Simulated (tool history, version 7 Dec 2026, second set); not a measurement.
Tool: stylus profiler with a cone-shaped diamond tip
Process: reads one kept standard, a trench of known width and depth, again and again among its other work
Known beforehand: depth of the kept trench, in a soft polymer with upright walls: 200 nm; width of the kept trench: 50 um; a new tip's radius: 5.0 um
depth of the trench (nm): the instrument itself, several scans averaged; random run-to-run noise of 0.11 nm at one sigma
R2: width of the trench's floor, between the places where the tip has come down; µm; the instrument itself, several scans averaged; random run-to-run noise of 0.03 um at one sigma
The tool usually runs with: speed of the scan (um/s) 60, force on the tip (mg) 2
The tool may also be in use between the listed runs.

Run 1, day 0: usual settings. Result: depth of the trench (nm) 201.38, R2 46.8 µm.
Run 2, day 0.883: usual settings but force on the tip (mg) 2.17. Result: depth of the trench (nm) 201.5, R2 46.78 µm.
Run 3, day 2.754: usual settings but force on the tip (mg) 2.17. Result: depth of the trench (nm) 201.38, R2 46.79 µm.
Run 4, day 4.871: usual settings but speed of the scan (um/s) 17, force on the tip (mg) 2.17. Result: depth of the trench (nm) 201.49, R2 46.91 µm.
Run 5, day 5.912: usual settings but speed of the scan (um/s) 17, force on the tip (mg) 2.17. Result: depth of the trench (nm) 201.4, R2 46.88 µm.
Run 6, day 7.492: usual settings. Result: depth of the trench (nm) 201.41, R2 46.74 µm.
Run 7, day 9.512: usual settings but force on the tip (mg) 4.6. Result: depth of the trench (nm) 202.24, R2 46.81 µm.
Run 8, day 10.888: usual settings but force on the tip (mg) 4.6. Result: depth of the trench (nm) 202.38, R2 46.78 µm.
Run 9, day 12.108: usual settings. Result: depth of the trench (nm) 201.5, R2 46.67 µm.
Run 10, day 13.542: usual settings. Result: depth of the trench (nm) 201.47, R2 46.65 µm.
Run 11, day 15.654: usual settings but speed of the scan (um/s) 95. Result: depth of the trench (nm) 201.58, R2 46.49 µm.
Run 12, day 17.212: usual settings but speed of the scan (um/s) 95. Result: depth of the trench (nm) 201.55, R2 46.47 µm.
Run 13, day 19.212: usual settings. Result: depth of the trench (nm) 201.55, R2 46.55 µm.
Run 14, day 20.379: usual settings but force on the tip (mg) 1.61. Result: depth of the trench (nm) 201.37, R2 46.58 µm.
Run 15, day 21.508: usual settings but force on the tip (mg) 2.38. Result: depth of the trench (nm) 201.75, R2 46.61 µm.
Run 16, day 23.521: usual settings but force on the tip (mg) 2.47. Result: depth of the trench (nm) 201.71, R2 46.61 µm.
Run 17, day 24.75: usual settings. Result: depth of the trench (nm) 201.65, R2 46.53 µm.
Run 18, day 26.054: usual settings. Result: depth of the trench (nm) 201.73, R2 46.49 µm.
Run 19, day 27.592: usual settings. Result: depth of the trench (nm) 201.5, R2 46.47 µm.
Run 20, day 29.462: usual settings. Result: depth of the trench (nm) 201.81, R2 46.48 µm.
Run 21, day 31.6: usual settings. Result: depth of the trench (nm) 201.72, R2 46.43 µm.
Run 22, day 33.217: usual settings but speed of the scan (um/s) 228. Result: depth of the trench (nm) 201.8, R2 45.65 µm.
Run 23, day 35.15: usual settings but speed of the scan (um/s) 228. Result: depth of the trench (nm) 201.75, R2 45.66 µm.
Run 24, day 36.483: usual settings but speed of the scan (um/s) 28, force on the tip (mg) 4.76. Result: depth of the trench (nm) 202.65, R2 46.61 µm.
Run 25, day 38.067: usual settings but speed of the scan (um/s) 28, force on the tip (mg) 4.76. Result: depth of the trench (nm) 202.5, R2 46.62 µm.
Run 26, day 39.054: usual settings but speed of the scan (um/s) 28, force on the tip (mg) 4.76. Result: depth of the trench (nm) 202.67, R2 46.6 µm.
Run 27, day 40.725: usual settings but speed of the scan (um/s) 61, force on the tip (mg) 4.82. Result: depth of the trench (nm) 202.8, R2 46.48 µm.
Run 28, day 42.071: usual settings but force on the tip (mg) 2.49. Result: depth of the trench (nm) 202.02, R2 46.36 µm.
Run 29, day 43.933: usual settings but speed of the scan (um/s) 23, force on the tip (mg) 2.08. Result: depth of the trench (nm) 201.85, R2 46.54 µm.
Run 30, day 45.979: usual settings but speed of the scan (um/s) 25, force on the tip (mg) 2.05. Result: depth of the trench (nm) 201.98, R2 46.45 µm.
Run 31, day 47.754: usual settings but speed of the scan (um/s) 209, force on the tip (mg) 3.52. Result: depth of the trench (nm) 202.37, R2 45.89 µm.
Run 32, day 49.55: usual settings but speed of the scan (um/s) 39, force on the tip (mg) 4.36. Result: depth of the trench (nm) 202.76, R2 46.43 µm.
Run 33, day 50.908: usual settings but speed of the scan (um/s) 78, force on the tip (mg) 2.24. Result: depth of the trench (nm) 202.03, R2 46.26 µm.
Run 34, day 52.583: usual settings but speed of the scan (um/s) 78, force on the tip (mg) 2.24. Result: depth of the trench (nm) 201.99, R2 46.19 µm.
Run 35, day 53.942: usual settings but speed of the scan (um/s) 156, force on the tip (mg) 3.43. Result: depth of the trench (nm) 202.6, R2 45.99 µm.
Run 36, day 55.796: usual settings but speed of the scan (um/s) 218, force on the tip (mg) 4.78. Result: depth of the trench (nm) 202.97, R2 45.83 µm.
Run 37, day 57.058: usual settings but speed of the scan (um/s) 40, force on the tip (mg) 4.78. Result: depth of the trench (nm) 202.98, R2 46.36 µm.
Run 38, day 58.479: usual settings but speed of the scan (um/s) 46, force on the tip (mg) 5.34. Result: depth of the trench (nm) 203.11, R2 46.34 µm.
Run 39, day 60.15: usual settings but speed of the scan (um/s) 46, force on the tip (mg) 5.34. Result: depth of the trench (nm) 203.3, R2 46.33 µm.
Run 40, day 61.071: usual settings but speed of the scan (um/s) 46, force on the tip (mg) 5.34. Result: depth of the trench (nm) 202.91, R2 46.37 µm.
Run 41, day 62.617: usual settings but force on the tip (mg) 2.67. Result: depth of the trench (nm) 202.57, R2 46.22 µm.
Run 42, day 64.3: usual settings but speed of the scan (um/s) 18, force on the tip (mg) 0.68. Result: depth of the trench (nm) 201.35, R2 46.27 µm.
Run 43, day 65.479: usual settings but speed of the scan (um/s) 18, force on the tip (mg) 0.68. Result: depth of the trench (nm) 201.58, R2 46.29 µm.
Run 44, day 67.1: usual settings but speed of the scan (um/s) 45, force on the tip (mg) 0.7. Result: depth of the trench (nm) 201.37, R2 46.03 µm.
Run 45, day 68.583: usual settings but speed of the scan (um/s) 59, force on the tip (mg) 1.12. Result: depth of the trench (nm) 201.77, R2 45.98 µm.
Run 46, day 70.25: usual settings but speed of the scan (um/s) 59, force on the tip (mg) 1.12. Result: depth of the trench (nm) 201.91, R2 46.02 µm.

What if the next run were any one of these 3? Each begins from the tool's condition after run 46:
Run A, day 72.342: usual settings but force on the tip (mg) 1.26. Result: depth of the trench (nm) ?, R2 ?.
Run B, day 72.342: usual settings but speed of the scan (um/s) 48, force on the tip (mg) 1.17. Result: depth of the trench (nm) ?, R2 ?.
Run C, day 72.342: usual settings but speed of the scan (um/s) 134, force on the tip (mg) 2.61. Result: depth of the trench (nm) ?, R2 ?.

run  depth of the trench (nm)     R2
  A                     201.9     46
  B                    201.97  46.07
  C                    202.41  45.83
Had the tool no hidden state, the same runs would have come out as:
run  depth of the trench (nm)     R2
  A                    200.93  46.83
  B                       201   46.9
  C                    201.43  46.67
